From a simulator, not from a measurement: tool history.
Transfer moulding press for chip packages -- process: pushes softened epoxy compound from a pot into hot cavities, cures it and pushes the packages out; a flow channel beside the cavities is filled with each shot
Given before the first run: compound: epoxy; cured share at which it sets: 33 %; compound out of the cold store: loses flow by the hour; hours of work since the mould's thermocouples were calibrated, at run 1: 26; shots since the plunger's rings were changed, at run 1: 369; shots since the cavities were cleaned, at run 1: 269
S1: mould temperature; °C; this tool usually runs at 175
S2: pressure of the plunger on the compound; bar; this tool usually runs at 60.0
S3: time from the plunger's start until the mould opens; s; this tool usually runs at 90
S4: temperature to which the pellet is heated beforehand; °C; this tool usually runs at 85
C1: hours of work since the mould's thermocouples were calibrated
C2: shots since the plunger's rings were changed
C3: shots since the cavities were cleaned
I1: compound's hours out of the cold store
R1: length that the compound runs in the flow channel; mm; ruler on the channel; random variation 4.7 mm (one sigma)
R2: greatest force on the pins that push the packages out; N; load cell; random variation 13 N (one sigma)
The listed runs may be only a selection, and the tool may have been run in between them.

run 1 hour=0.0 | S1=175 S2=60.0 S3=90 S4=85 | C1=26 C2=369 C3=269 | I1=45.3 | R1=652 R2=692
run 2 hour=6.3 | S1=175 S2=60.0 S3=90 S4=85 | C1=30 C2=438 C3=338 | I1=8.3 | R1=766 R2=834
-- hour=17.0 cavities cleaned with cleaning compound and waxed
run 3 hour=17.3 | S1=181 S2=60.0 S3=90 S4=85 | C1=35 C2=543 C3=4 | I1=21.4 | R1=704 R2=450
run 4 hour=25.2 | S1=181 S2=60.0 S3=90 S4=85 | C1=39 C2=629 C3=90 | I1=30.3 | R1=673 R2=460
run 5 hour=33.6 | S1=181 S2=60.0 S3=90 S4=85 | C1=43 C2=720 C3=181 | I1=26.8 | R1=686 R2=529
run 6 hour=40.5 | S1=181 S2=60.0 S3=90 S4=85 | C1=47 C2=796 C3=257 | I1=14.8 | R1=733 R2=564
run 7 hour=45.4 | S1=181 S2=60.0 S3=90 S4=85 | C1=50 C2=850 C3=311 | I1=46.5 | R1=622 R2=578
run 8 hour=54.8 | S1=181 S2=60.0 S3=90 S4=85 | C1=55 C2=954 C3=415 | I1=8.2 | R1=760 R2=609
-- hour=58.4 cavities cleaned with cleaning compound and waxed
run 9 hour=63.8 | S1=181 S2=60.0 S3=90 S4=85 | C1=59 C2=1035 C3=58 | I1=27.2 | R1=679 R2=473
run 10 hour=70.4 | S1=175 S2=60.0 S3=90 S4=81 | C1=62 C2=1108 C3=131 | I1=14.6 | R1=748 R2=701
run 11 hour=80.5 | S1=175 S2=60.0 S3=90 S4=81 | C1=68 C2=1218 C3=241 | I1=37.5 | R1=659 R2=694
run 12 hour=87.0 | S1=175 S2=60.0 S3=90 S4=81 | C1=71 C2=1289 C3=312 | I1=39.9 | R1=649 R2=744
run 13 hour=92.4 | S1=175 S2=60.0 S3=90 S4=88 | C1=74 C2=1349 C3=372 | I1=18.1 | R1=726 R2=792
-- hour=100.0 cavities cleaned with cleaning compound and waxed
run 14 hour=104.3 | S1=175 S2=60.0 S3=71 S4=85 | C1=80 C2=1464 C3=48 | I1=9.8 | R1=755 R2=1174
run 15 hour=110.0 | S1=175 S2=60.0 S3=71 S4=85 | C1=83 C2=1526 C3=110 | I1=44.6 | R1=633 R2=1014
run 16 hour=116.3 | S1=179 S2=49.3 S3=81 S4=82 | C1=86 C2=1594 C3=178 | I1=29.3 | R1=604 R2=685
run 17 hour=124.5 | S1=175 S2=58.0 S3=122 S4=89 | C1=91 C2=1685 C3=269 | I1=16.8 | R1=723 R2=521
run 18 hour=129.5 | S1=169 S2=58.0 S3=92 S4=89 | C1=93 C2=1740 C3=324 | I1=14.0 | R1=730 R2=1141
run 19 hour=134.3 | S1=182 S2=63.0 S3=92 S4=89 | C1=96 C2=1792 C3=376 | I1=30.1 | R1=675 R2=558
-- hour=141.1 cavities cleaned with cleaning compound and waxed
run 20 hour=141.1 | S1=182 S2=63.0 S3=92 S4=89 | C1=99 C2=1850 C3=0 | I1=22.0 | R1=701 R2=439
run 21 hour=148.7 | S1=182 S2=63.0 S3=92 S4=81 | C1=103 C2=1934 C3=84 | I1=47.8 | R1=626 R2=456
run 22 hour=153.5 | S1=175 S2=60.0 S3=90 S4=88 | C1=105 C2=1986 C3=136 | I1=41.0 | R1=644 R2=650
run 23 hour=163.2 | S1=177 S2=60.0 S3=100 S4=85 | C1=110 C2=2092 C3=242 | I1=12.5 | R1=734 R2=553
run 24 hour=173.4 | S1=168 S2=68.2 S3=114 S4=90 | C1=116 C2=2204 C3=354 | I1=33.0 | R1=724 R2=764
-- hour=182.3 cavities cleaned with cleaning compound and waxed
run 25 hour=184.6 | S1=174 S2=68.2 S3=114 S4=90 | C1=121 C2=2311 C3=25 | I1=21.1 | R1=754 R2=447
run 26 hour=191.1 | S1=177 S2=68.6 S3=114 S4=92 | C1=125 C2=2382 C3=96 | I1=26.1 | R1=725 R2=458
run 27 hour=200.2 | S1=168 S2=60.0 S3=90 S4=85 | C1=129 C2=2481 C3=195 | I1=44.6 | R1=635 R2=1027
run 28 hour=210.7 | S1=168 S2=60.0 S3=106 S4=85 | C1=135 C2=2598 C3=312 | I1=27.3 | R1=699 R2=873

Alternative continuations, all from the tool just after run 28; predict every row:
run A hour=218.1 | S1=170 S2=60.0 S3=75 S4=81 | C1=139 C2=2678 C3=392 | I1=39.2 | R1=? R2=?
run B hour=218.1 | S1=182 S2=47.5 S3=83 S4=85 | C1=139 C2=2678 C3=392 | I1=37.1 | R1=? R2=?
run C hour=218.1 | S1=167 S2=60.0 S3=90 S4=85 | C1=139 C2=2678 C3=392 | I1=43.6 | R1=? R2=?

run=A R1=650 R2=1589
run=B R1=564 R2=629
run=C R1=640 R2=1285
Without the tool's hidden state the same runs would have given:
run=A R1=683 R2=1160
run=B R1=593 R2=460
run=C R1=673 R2=937
